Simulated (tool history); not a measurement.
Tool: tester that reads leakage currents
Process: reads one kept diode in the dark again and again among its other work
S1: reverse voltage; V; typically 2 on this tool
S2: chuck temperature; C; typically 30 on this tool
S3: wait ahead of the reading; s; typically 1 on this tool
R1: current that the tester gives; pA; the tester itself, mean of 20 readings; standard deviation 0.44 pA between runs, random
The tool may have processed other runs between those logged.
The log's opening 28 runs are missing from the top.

run    hour     S1  S2    S3       R1
 29  1293.9      2  48     1   630.14
 30  1346.1      2  48     1   629.28
 31  1372.8      2  25     1     94.9
 32  1408.6      2  25     1    94.32
 33    1435  11.04  56  1.58  2808.47
 34  1467.9    8.5  28  5.33   263.33
 35    1497   6.88  28  4.03   234.78
 36  1548.7   1.29  52  7.56   675.29
 37  1606.7   1.29  52  7.56   676.26
 38  1663.4   1.29  52  7.56   673.71
 39  1690.2      2  29  1.29   134.02
 40  1723.5   1.01  28  1.29    85.36

Predict each of these 3 candidate next runs independently; none follows another, all start after run 40:
  A  1785.2   4.89  21  4.65   ?
  B  1785.2   1.01  21  1.29   ?
  C  1785.2  12.04  30     1   ?

run      R1
  A   105.4
  B   45.79
  C  381.16
Without the tool's unlogged condition, the same runs would have read:
run      R1
  A  105.29
  B   45.75
  C  380.81
